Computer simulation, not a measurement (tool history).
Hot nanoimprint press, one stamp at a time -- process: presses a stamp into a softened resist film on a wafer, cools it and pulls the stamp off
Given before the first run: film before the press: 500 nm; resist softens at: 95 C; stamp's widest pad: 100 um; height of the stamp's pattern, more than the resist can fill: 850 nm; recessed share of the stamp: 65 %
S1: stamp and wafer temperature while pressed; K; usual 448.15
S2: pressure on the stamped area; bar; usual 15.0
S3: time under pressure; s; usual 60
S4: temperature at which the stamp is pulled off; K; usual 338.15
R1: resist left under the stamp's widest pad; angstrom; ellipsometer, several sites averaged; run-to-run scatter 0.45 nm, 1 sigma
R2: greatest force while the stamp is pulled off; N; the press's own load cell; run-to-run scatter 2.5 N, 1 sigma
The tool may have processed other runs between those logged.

run 1 hour=0.0 | S1=448.15 S2=15.0 S3=60 S4=338.15 | R1=1991 R2=241
-- hour=32.0 plate thermocouple calibrated
run 2 hour=41.8 | S1=448.15 S2=15.0 S3=60 S4=338.15 | R1=2009 R2=244
run 3 hour=87.0 | S1=448.15 S2=15.0 S3=60 S4=338.15 | R1=2029 R2=257
-- hour=121.4 stamp cleaned and given a new release coat
run 4 hour=124.5 | S1=448.15 S2=15.0 S3=60 S4=338.15 | R1=2037 R2=213
-- hour=148.6 plate thermocouple calibrated, once more
run 5 hour=149.9 | S1=448.15 S2=15.0 S3=60 S4=346.15 | R1=1940 R2=176
run 6 hour=180.5 | S1=448.15 S2=15.0 S3=60 S4=327.15 | R1=1953 R2=250
run 7 hour=211.8 | S1=448.15 S2=15.0 S3=60 S4=327.15 | R1=1950 R2=264
run 8 hour=241.3 | S1=448.15 S2=15.0 S3=104 S4=338.15 | R1=1615 R2=220
run 9 hour=281.6 | S1=448.15 S2=12.5 S3=95 S4=337.15 | R1=1875 R2=227
run 10 hour=312.1 | S1=450.15 S2=15.0 S3=51 S4=338.15 | R1=2008 R2=227
run 11 hour=350.6 | S1=439.15 S2=15.0 S3=60 S4=334.15 | R1=2442 R2=255
run 12 hour=371.4 | S1=439.15 S2=15.0 S3=60 S4=334.15 | R1=2457 R2=258
run 13 hour=418.3 | S1=440.15 S2=13.4 S3=60 S4=331.15 | R1=2574 R2=272
run 14 hour=446.6 | S1=448.15 S2=15.5 S3=60 S4=330.15 | R1=1981 R2=288
-- hour=482.7 stamp cleaned and given a new release coat
run 15 hour=483.2 | S1=448.15 S2=15.5 S3=60 S4=330.15 | R1=1979 R2=234

Below, some changes in R1 between adjacent runs. For each, the amount present without the hidden state too (settings, incoming material, random variation) and the amount remaining for the hidden state with gauge scatter not shared by both compared results:
The hidden state here: true temperature over the reading, C; pressure that arrives at the usual setting, %; grip of the stamp's worn release coat, % over a new coat's; drift of the gauge itself on residual_nm, %; drift of the gauge itself on pull_off_n, %.
Run 4 -> 5: S4 338.15 -> 346.15, plate thermocouple calibrated, once more. R1 -97 angstrom: hidden state -86, all else -11.
Run 13 -> 14: S1 440.15 -> 448.15, S2 13.4 -> 15.5, S4 331.15 -> 330.15. R1 -593 angstrom: hidden state -13, all else -580.
